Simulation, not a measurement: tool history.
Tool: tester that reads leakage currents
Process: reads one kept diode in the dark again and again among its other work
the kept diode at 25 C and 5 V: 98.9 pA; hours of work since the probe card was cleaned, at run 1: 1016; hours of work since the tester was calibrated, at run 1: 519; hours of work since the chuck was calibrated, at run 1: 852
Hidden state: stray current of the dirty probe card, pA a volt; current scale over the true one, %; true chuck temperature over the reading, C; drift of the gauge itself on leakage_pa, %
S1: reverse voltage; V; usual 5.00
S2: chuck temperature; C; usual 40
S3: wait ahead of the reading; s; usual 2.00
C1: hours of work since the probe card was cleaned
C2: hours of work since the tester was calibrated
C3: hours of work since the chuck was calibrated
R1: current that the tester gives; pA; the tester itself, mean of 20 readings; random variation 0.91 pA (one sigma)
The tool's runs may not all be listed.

run 1 hour=0.0 | S1=5.00 S2=40 S3=2.00 | C1=1016 C2=519 C3=852 | R1=292.83
run 2 hour=58.2 | S1=5.00 S2=40 S3=2.00 | C1=1039 C2=543 C3=875 | R1=293.56
run 3 hour=106.6 | S1=5.00 S2=40 S3=2.00 | C1=1059 C2=562 C3=895 | R1=293.33
run 4 hour=136.3 | S1=5.00 S2=40 S3=2.09 | C1=1071 C2=574 C3=907 | R1=295.21
run 5 hour=183.5 | S1=5.00 S2=35 S3=2.00 | C1=1090 C2=593 C3=925 | R1=207.24
run 6 hour=233.9 | S1=5.00 S2=35 S3=2.00 | C1=1110 C2=613 C3=946 | R1=206.06
run 7 hour=286.5 | S1=2.90 S2=40 S3=2.00 | C1=1131 C2=634 C3=967 | R1=245.05
run 8 hour=326.4 | S1=2.90 S2=40 S3=2.00 | C1=1147 C2=650 C3=983 | R1=244.15
run 9 hour=362.9 | S1=5.00 S2=40 S3=2.25 | C1=1162 C2=665 C3=998 | R1=292.78
run 10 hour=412.8 | S1=5.00 S2=40 S3=2.25 | C1=1182 C2=685 C3=1018 | R1=292.19
run 11 hour=464.3 | S1=5.00 S2=40 S3=2.25 | C1=1203 C2=706 C3=1038 | R1=293.88
run 12 hour=507.7 | S1=5.00 S2=40 S3=4.57 | C1=1220 C2=723 C3=1056 | R1=292.14
run 13 hour=541.8 | S1=5.00 S2=40 S3=4.57 | C1=1234 C2=737 C3=1070 | R1=292.08
run 14 hour=591.0 | S1=5.00 S2=40 S3=4.57 | C1=1254 C2=757 C3=1089 | R1=292.13
run 15 hour=625.5 | S1=5.00 S2=40 S3=4.57 | C1=1267 C2=771 C3=1103 | R1=292.43
run 16 hour=670.8 | S1=5.00 S2=40 S3=4.57 | C1=1286 C2=789 C3=1121 | R1=291.88
run 17 hour=698.9 | S1=5.00 S2=40 S3=4.57 | C1=1297 C2=800 C3=1133 | R1=293.80
run 18 hour=752.5 | S1=5.00 S2=40 S3=2.00 | C1=1319 C2=822 C3=1154 | R1=292.37
run 19 hour=803.4 | S1=5.00 S2=40 S3=2.00 | C1=1339 C2=842 C3=1175 | R1=292.33
run 20 hour=850.4 | S1=5.00 S2=40 S3=2.00 | C1=1358 C2=861 C3=1194 | R1=292.39
run 21 hour=897.9 | S1=5.00 S2=40 S3=2.00 | C1=1377 C2=880 C3=1213 | R1=291.92
run 22 hour=957.1 | S1=5.00 S2=40 S3=2.00 | C1=1401 C2=904 C3=1237 | R1=290.44
-- hour=986.0 probe card cleaned and baked
run 23 hour=1004.7 | S1=5.00 S2=40 S3=2.00 | C1=7 C2=922 C3=1254 | R1=283.68
run 24 hour=1041.8 | S1=4.01 S2=40 S3=6.11 | C1=22 C2=937 C3=1269 | R1=262.10
run 25 hour=1082.5 | S1=3.12 S2=59 S3=0.87 | C1=39 C2=953 C3=1286 | R1=870.04
run 26 hour=1135.6 | S1=1.11 S2=25 S3=1.78 | C1=60 C2=974 C3=1307 | R1=57.29
run 27 hour=1187.9 | S1=1.54 S2=40 S3=6.14 | C1=81 C2=995 C3=1328 | R1=192.74
run 28 hour=1220.9 | S1=1.54 S2=40 S3=6.14 | C1=94 C2=1009 C3=1341 | R1=193.36
run 29 hour=1263.1 | S1=1.54 S2=40 S3=6.14 | C1=111 C2=1026 C3=1358 | R1=193.11
run 30 hour=1295.3 | S1=5.00 S2=30 S3=2.24 | C1=124 C2=1039 C3=1371 | R1=136.70
run 31 hour=1331.6 | S1=5.00 S2=40 S3=2.23 | C1=139 C2=1053 C3=1386 | R1=282.34
run 32 hour=1371.6 | S1=5.00 S2=53 S3=2.23 | C1=155 C2=1069 C3=1402 | R1=683.87
run 33 hour=1432.1 | S1=8.91 S2=47 S3=0.77 | C1=179 C2=1094 C3=1426 | R1=552.35
run 34 hour=1490.4 | S1=8.91 S2=47 S3=0.77 | C1=203 C2=1117 C3=1450 | R1=553.79
run 35 hour=1549.6 | S1=5.00 S2=37 S3=0.80 | C1=227 C2=1141 C3=1474 | R1=228.65
run 36 hour=1610.8 | S1=5.00 S2=40 S3=0.72 | C1=251 C2=1166 C3=1498 | R1=284.43
run 37 hour=1648.1 | S1=4.16 S2=49 S3=0.72 | C1=266 C2=1180 C3=1513 | R1=491.80
run 38 hour=1705.2 | S1=4.16 S2=49 S3=0.72 | C1=289 C2=1203 C3=1536 | R1=495.67
run 39 hour=1763.1 | S1=5.00 S2=39 S3=1.17 | C1=312 C2=1227 C3=1559 | R1=263.10
run 40 hour=1793.5 | S1=5.00 S2=39 S3=1.17 | C1=325 C2=1239 C3=1572 | R1=263.16

3 ways to go on from here, each from the tool as it stands after run 40. What would each give?
run A hour=1836.7 | S1=4.57 S2=47 S3=2.00 | C1=342 C2=1256 C3=1589 | R1=?
run B hour=1836.7 | S1=1.35 S2=48 S3=0.41 | C1=342 C2=1256 C3=1589 | R1=?
run C hour=1836.7 | S1=5.00 S2=39 S3=1.17 | C1=342 C2=1256 C3=1589 | R1=?

run=A R1=442.96
run=B R1=319.77
run=C R1=262.48
Without the tool's hidden state the same runs would have given:
run=A R1=474.21
run=B R1=342.95
run=C R1=281.09
